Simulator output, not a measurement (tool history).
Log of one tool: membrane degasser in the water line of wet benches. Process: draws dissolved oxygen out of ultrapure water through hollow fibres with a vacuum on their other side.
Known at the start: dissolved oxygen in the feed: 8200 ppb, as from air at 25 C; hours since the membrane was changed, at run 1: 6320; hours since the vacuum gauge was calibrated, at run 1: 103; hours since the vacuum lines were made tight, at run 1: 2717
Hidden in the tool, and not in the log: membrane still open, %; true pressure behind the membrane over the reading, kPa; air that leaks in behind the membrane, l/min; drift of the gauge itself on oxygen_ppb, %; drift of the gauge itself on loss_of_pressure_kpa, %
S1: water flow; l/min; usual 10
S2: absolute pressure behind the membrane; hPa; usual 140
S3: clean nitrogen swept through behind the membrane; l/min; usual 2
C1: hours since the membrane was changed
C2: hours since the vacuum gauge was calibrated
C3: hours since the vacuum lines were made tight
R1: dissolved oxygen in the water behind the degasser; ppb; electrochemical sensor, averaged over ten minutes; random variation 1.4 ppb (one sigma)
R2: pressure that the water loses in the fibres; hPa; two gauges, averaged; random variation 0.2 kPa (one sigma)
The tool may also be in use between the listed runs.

{"run": 1, "hour": 0.0, "S1": 10, "S2": 140, "S3": 2, "C1": 6320, "C2": 103, "C3": 2717, "R1": 138.8, "R2": 457.8}
{"run": 2, "hour": 128.4, "S1": 10, "S2": 140, "S3": 2, "C1": 6449, "C2": 231, "C3": 2845, "R1": 139.1, "R2": 458.7}
{"run": 3, "hour": 265.4, "S1": 10, "S2": 140, "S3": 2, "C1": 6585, "C2": 368, "C3": 2982, "R1": 138.5, "R2": 455.9}
{"run": 4, "hour": 382.7, "S1": 10, "S2": 140, "S3": 2, "C1": 6703, "C2": 485, "C3": 3100, "R1": 141.2, "R2": 453.2}
{"run": 5, "hour": 498.7, "S1": 10, "S2": 302, "S3": 2, "C1": 6819, "C2": 601, "C3": 3216, "R1": 326.6, "R2": 454.4}
{"run": 6, "hour": 665.7, "S1": 10, "S2": 199, "S3": 2, "C1": 6986, "C2": 768, "C3": 3383, "R1": 213.1, "R2": 456.1}
{"run": 7, "hour": 772.2, "S1": 10, "S2": 199, "S3": 2, "C1": 7092, "C2": 875, "C3": 3489, "R1": 208.8, "R2": 452.7}
{"run": 8, "hour": 951.0, "S1": 10, "S2": 244, "S3": 2, "C1": 7271, "C2": 1054, "C3": 3668, "R1": 259.8, "R2": 458.2}
{"run": 9, "hour": 1090.5, "S1": 9, "S2": 140, "S3": 2, "C1": 7411, "C2": 1193, "C3": 3808, "R1": 123.1, "R2": 406}
{"run": 10, "hour": 1193.2, "S1": 10, "S2": 346, "S3": 2, "C1": 7513, "C2": 1296, "C3": 3910, "R1": 378.9, "R2": 449.1}
{"run": 11, "hour": 1304.2, "S1": 10, "S2": 346, "S3": 2, "C1": 7624, "C2": 1407, "C3": 4021, "R1": 374.9, "R2": 452.1}
{"run": 12, "hour": 1405.1, "S1": 10, "S2": 346, "S3": 2, "C1": 7725, "C2": 1508, "C3": 4122, "R1": 369.1, "R2": 449.7}
{"run": 13, "hour": 1517.2, "S1": 10, "S2": 346, "S3": 2, "C1": 7837, "C2": 1620, "C3": 4234, "R1": 381.1, "R2": 451.2}
{"run": 14, "hour": 1631.8, "S1": 7, "S2": 292, "S3": 2, "C1": 7952, "C2": 1734, "C3": 4349, "R1": 221.8, "R2": 315}
{"run": 15, "hour": 1808.3, "S1": 12, "S2": 174, "S3": 5.04, "C1": 8128, "C2": 1911, "C3": 4525, "R1": 100.8, "R2": 542.7}
{"run": 16, "hour": 1924.2, "S1": 12, "S2": 174, "S3": 5.04, "C1": 8244, "C2": 2027, "C3": 4641, "R1": 101.4, "R2": 541.4}
{"run": 17, "hour": 2053.9, "S1": 15, "S2": 102, "S3": 1.35, "C1": 8374, "C2": 2157, "C3": 4771, "R1": 217.1, "R2": 671.9}
{"run": 18, "hour": 2155.5, "S1": 7, "S2": 236, "S3": 4.87, "C1": 8476, "C2": 2258, "C3": 4873, "R1": 75.7, "R2": 313.3}
{"run": 19, "hour": 2262.0, "S1": 7, "S2": 236, "S3": 4.87, "C1": 8582, "C2": 2365, "C3": 4979, "R1": 73.7, "R2": 313.5}
{"run": 20, "hour": 2346.9, "S1": 13, "S2": 130, "S3": 3.17, "C1": 8667, "C2": 2450, "C3": 5064, "R1": 120.6, "R2": 587.9}
{"run": 21, "hour": 2449.8, "S1": 6, "S2": 90, "S3": 1.75, "C1": 8770, "C2": 2552, "C3": 5167, "R1": 50.5, "R2": 269.6}
{"run": 22, "hour": 2558.4, "S1": 6, "S2": 90, "S3": 1.75, "C1": 8878, "C2": 2661, "C3": 5275, "R1": 50.7, "R2": 270.9}

The next listed run, before its measurement:
{"hour": 2644.2, "done": "membrane cartridge changed"}
{"run": 23, "hour": 2691.4, "S1": 14, "S2": 140, "S3": 2.85, "C1": 47, "C2": 2790, "C3": 5404, "R1": "?", "R2": "?"}

{"run 23": {"R1": 158.3, "R2": 629.9}}
Without the tool's hidden state the same run would have given R1 158.2 ppb, R2 639.7 hPa.
